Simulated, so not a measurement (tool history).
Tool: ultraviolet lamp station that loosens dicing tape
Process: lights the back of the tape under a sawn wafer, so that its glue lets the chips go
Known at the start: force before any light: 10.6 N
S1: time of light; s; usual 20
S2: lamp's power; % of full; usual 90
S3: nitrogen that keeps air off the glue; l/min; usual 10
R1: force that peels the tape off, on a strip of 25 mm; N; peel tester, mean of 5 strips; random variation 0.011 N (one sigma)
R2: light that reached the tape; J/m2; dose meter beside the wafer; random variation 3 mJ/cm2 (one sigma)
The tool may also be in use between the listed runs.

run   hour  S1  S2  S3     R1    R2
  1    0.0  20  90  10  0.718  3730
  2    9.8  39  90  10  0.158  7300
  3   18.4  39  90  10  0.153  7320
  4   33.2  20  90  10  0.728  3730
  5   54.0  20  90  10  0.740  3640
  6   63.2  20  90  10  0.729  3680
  7   79.8  20  90  10  0.756  3690
  8   94.8  20  90  10  0.780  3630
  9  115.6  20  90  10  0.795  3580
 10  127.7  20  90  10  0.821  3610
 11  148.7  20  90   4  1.489  3550
 12  163.2  20  90   4  1.476  3540
 13  178.5  20  90   4  1.487  3520
 14  188.1  20  92  10  0.814  3580
 15  206.2  20  92  10  0.813  3510
 16  218.3  20  90  10  0.855  3450
 17  232.4  20  90  10  0.893  3450
     234.5  -- window cleaned of glue's vapour
 18  251.3  20  90  19  0.768  3160
 19  267.2  20  90  10  1.100  3180
 20  287.5  20  90  10  1.034  3180
 21  299.1  20  90  10  1.089  3160
     302.0  -- window cleaned of glue's vapour, once more
 22  308.7  20  90  10  0.689  3830
 23  317.7  20  81  10  0.924  3390
 24  333.6  10  88  12  2.531  1860
 25  347.9  20  68  16  1.071  2850
 26  364.9  20  83  10  0.884  3470
 27  376.4  20  83  10  0.892  3420
 28  393.7  17  91  10  1.028  3180
 29  402.6  21  68  17  0.957  2910
 30  422.4  21  68  17  0.941  2920
 31  441.2  21  68  17  0.995  2850
 32  449.8  20  93   9  0.792  3720
 33  464.8  20  93   9  0.801  3700
 34  478.0  18  70  10  1.704  2560
 35  496.6  18  70  10  1.693  2490
 36  507.4  18  70  10  1.644  2440
 37  520.5  18  69  11  1.734  2420
 38  533.5  18  69  11  1.659  2420
 39  542.7  19  63  10  1.966  2380
 40  552.9  22  90   8  0.817  3840
 41  571.9  22  90   8  0.795  3840
 42  589.2  39  76   8  0.280  5650
 43  597.8  39  76   8  0.293  5600

3 ways to go on from here, each from the tool as it stands after run 43. What would each give?
  A  612.3  25  76  10   ?   ?
  B  612.3  39  86   8   ?   ?
  C  612.3  16  74   3   ?   ?

run     R1    R2
  A  0.784  3540
  B  0.226  6310
  C  3.371  2220
Without the tool's hidden state the same runs would have given:
run     R1    R2
  A  0.424  4530
  B  0.144  8060
  C  2.470  2840
